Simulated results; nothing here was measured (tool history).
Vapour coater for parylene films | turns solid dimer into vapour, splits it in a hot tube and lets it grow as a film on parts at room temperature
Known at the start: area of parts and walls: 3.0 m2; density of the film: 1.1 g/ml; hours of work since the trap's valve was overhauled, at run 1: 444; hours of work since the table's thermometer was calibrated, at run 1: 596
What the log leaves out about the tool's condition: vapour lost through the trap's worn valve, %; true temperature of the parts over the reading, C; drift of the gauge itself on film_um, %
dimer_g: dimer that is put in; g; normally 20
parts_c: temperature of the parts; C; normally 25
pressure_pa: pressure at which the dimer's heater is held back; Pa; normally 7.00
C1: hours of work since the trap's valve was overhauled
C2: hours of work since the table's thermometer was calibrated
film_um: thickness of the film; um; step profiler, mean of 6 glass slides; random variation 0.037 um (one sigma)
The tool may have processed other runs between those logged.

Run 1, hour 0.0: usual settings; C1 444; C2 596. Result: film_um 3.48 um.
Run 2, hour 21.9: usual settings but pressure_pa 6.41 Pa; C1 458; C2 609. Result: film_um 3.56 um.
Run 3, hour 49.1: usual settings but parts_c 32 C; C1 475; C2 626. Result: film_um 2.52 um.
Run 4, hour 72.3: usual settings but parts_c 32 C; C1 489; C2 640. Result: film_um 2.51 um.
Run 5, hour 100.5: usual settings but parts_c 32 C; C1 506; C2 658. Result: film_um 2.48 um.
Run 6, hour 133.8: usual settings but parts_c 32 C; C1 527; C2 678. Result: film_um 2.49 um.
Run 7, hour 157.4: usual settings but parts_c 32 C; C1 541; C2 692. Result: film_um 2.48 um.
Run 8, hour 174.8: usual settings but parts_c 32 C; C1 552; C2 703. Result: film_um 2.50 um.
Run 9, hour 203.3: usual settings but parts_c 32 C; C1 569; C2 721. Result: film_um 2.51 um.
Run 10, hour 219.6: usual settings but parts_c 32 C; C1 579; C2 731. Result: film_um 2.47 um.
Run 11, hour 234.1: usual settings but parts_c 31 C; C1 588; C2 740. Result: film_um 2.61 um.
Run 12, hour 257.1: usual settings but parts_c 31 C; C1 602; C2 754. Result: film_um 2.56 um.
Run 13, hour 276.7: usual settings; C1 614; C2 766. Result: film_um 3.32 um.
Run 14, hour 296.9: usual settings; C1 627; C2 778. Result: film_um 3.45 um.
Run 15, hour 326.0: usual settings; C1 645; C2 796. Result: film_um 3.29 um.
At hour 337.6: trap's valve overhauled.
Run 16, hour 360.5: usual settings but parts_c 23 C; C1 14; C2 815. Result: film_um 4.24 um.
Run 17, hour 389.9: usual settings; C1 32; C2 833. Result: film_um 3.95 um.
At hour 392.6: table's thermometer calibrated.
Run 18, hour 416.3: usual settings; C1 48; C2 15. Result: film_um 3.84 um.
At hour 443.2: table's thermometer calibrated, once more.
Run 19, hour 449.8: usual settings but dimer_g 21 g; C1 68; C2 4. Result: film_um 4.07 um.
Run 20, hour 481.0: usual settings but dimer_g 21 g; C1 87; C2 23. Result: film_um 4.00 um.
Run 21, hour 507.5: usual settings but dimer_g 21 g; C1 103; C2 40. Result: film_um 4.01 um.
Run 22, hour 523.1: usual settings; C1 113; C2 49. Result: film_um 3.88 um.
Run 23, hour 550.1: usual settings; C1 129; C2 66. Result: film_um 3.83 um.
Run 24, hour 575.6: usual settings; C1 145; C2 81. Result: film_um 3.77 um.
Run 25, hour 606.5: usual settings but dimer_g 27 g, pressure_pa 4.45 Pa; C1 164; C2 100. Result: film_um 5.32 um.
Run 26, hour 636.9: usual settings but dimer_g 21 g; C1 183; C2 119. Result: film_um 4.03 um.
Run 27, hour 662.0: usual settings but dimer_g 21 g; C1 198; C2 134. Result: film_um 3.91 um.
Run 28, hour 687.8: usual settings but dimer_g 17 g, pressure_pa 7.81 Pa; C1 214; C2 150. Result: film_um 3.12 um.
Run 29, hour 717.8: usual settings but dimer_g 17 g, pressure_pa 7.81 Pa; C1 232; C2 169. Result: film_um 3.17 um.
Run 30, hour 747.2: usual settings but dimer_g 10 g, parts_c 33 C, pressure_pa 9.83 Pa; C1 250; C2 187. Result: film_um 1.28 um.
Run 31, hour 767.2: usual settings but dimer_g 10 g, parts_c 33 C, pressure_pa 9.83 Pa; C1 263; C2 199. Result: film_um 1.31 um.
Run 32, hour 788.7: usual settings but dimer_g 36 g, pressure_pa 2.86 Pa; C1 276; C2 212. Result: film_um 7.05 um.
Run 33, hour 809.4: usual settings but dimer_g 36 g, pressure_pa 2.86 Pa; C1 288; C2 225. Result: film_um 7.07 um.
Run 34, hour 843.7: usual settings but dimer_g 17 g, pressure_pa 10.25 Pa; C1 310; C2 246. Result: film_um 3.07 um.
Run 35, hour 874.1: usual settings but parts_c 26 C, pressure_pa 10.60 Pa; C1 328; C2 265. Result: film_um 3.36 um.
Run 36, hour 908.5: usual settings but dimer_g 16 g, pressure_pa 5.56 Pa; C1 349; C2 286. Result: film_um 2.99 um.
Run 37, hour 928.5: usual settings but dimer_g 16 g, pressure_pa 5.56 Pa; C1 362; C2 298. Result: film_um 3.03 um.
Run 38, hour 957.7: usual settings but dimer_g 16 g, pressure_pa 5.56 Pa; C1 380; C2 316. Result: film_um 2.92 um.
Run 39, hour 989.2: usual settings but dimer_g 16 g, pressure_pa 5.56 Pa; C1 399; C2 335. Result: film_um 2.93 um.
Run 40, hour 1014.3: usual settings but dimer_g 21 g, parts_c 33 C, pressure_pa 2.05 Pa; C1 414; C2 351. Result: film_um 2.80 um.
Run 41, hour 1046.0: usual settings but dimer_g 21 g, parts_c 33 C, pressure_pa 2.05 Pa; C1 434; C2 370. Result: film_um 2.87 um.
Run 42, hour 1060.1: usual settings but dimer_g 9 g, parts_c 22 C, pressure_pa 4.89 Pa; C1 442; C2 379. Result: film_um 1.87 um.
Run 43, hour 1085.3: usual settings but dimer_g 11 g, parts_c 21 C, pressure_pa 4.89 Pa; C1 458; C2 394. Result: film_um 2.42 um.
Run 44, hour 1105.8: usual settings but dimer_g 12 g, parts_c 21 C, pressure_pa 10.62 Pa; C1 471; C2 407. Result: film_um 2.46 um.
Run 45, hour 1135.5: usual settings but dimer_g 9 g, pressure_pa 3.55 Pa; C1 489; C2 425. Result: film_um 1.61 um.
Run 46, hour 1164.8: usual settings but dimer_g 9 g, parts_c 21 C, pressure_pa 10.46 Pa; C1 507; C2 443. Result: film_um 1.81 um.
Run 47, hour 1194.6: usual settings but dimer_g 9 g, parts_c 26 C, pressure_pa 4.27 Pa; C1 525; C2 461. Result: film_um 1.54 um.

Below, each run's measurement less what the same run would have read without the hidden state. Both values contain the same run-to-run variation, but the gauge's scatter may not be the same in both:
run  film_um
  1    -0.43
  2    -0.46
  3    -0.34
  4    -0.34
  5    -0.35
  6    -0.36
  7    -0.37
  8    -0.39
  9    -0.40
 10    -0.40
 11    -0.42
 12    -0.44
 13    -0.57
 14    -0.60
 15    -0.60
 16    -0.01
 17    -0.02
 18    -0.03
 19    -0.07
 20    -0.09
 21    -0.11
 22    -0.11
 23    -0.13
 24    -0.13
 25    -0.21
 26    -0.18
 27    -0.19
 28    -0.16
 29    -0.18
 30    -0.08
 31    -0.08
 32    -0.47
 33    -0.50
 34    -0.23
 35    -0.27
 36    -0.26
 37    -0.26
 38    -0.28
 39    -0.29
 40    -0.29
 41    -0.31
 42    -0.21
 43    -0.28
 44    -0.29
 45    -0.20
 46    -0.24
 47    -0.20

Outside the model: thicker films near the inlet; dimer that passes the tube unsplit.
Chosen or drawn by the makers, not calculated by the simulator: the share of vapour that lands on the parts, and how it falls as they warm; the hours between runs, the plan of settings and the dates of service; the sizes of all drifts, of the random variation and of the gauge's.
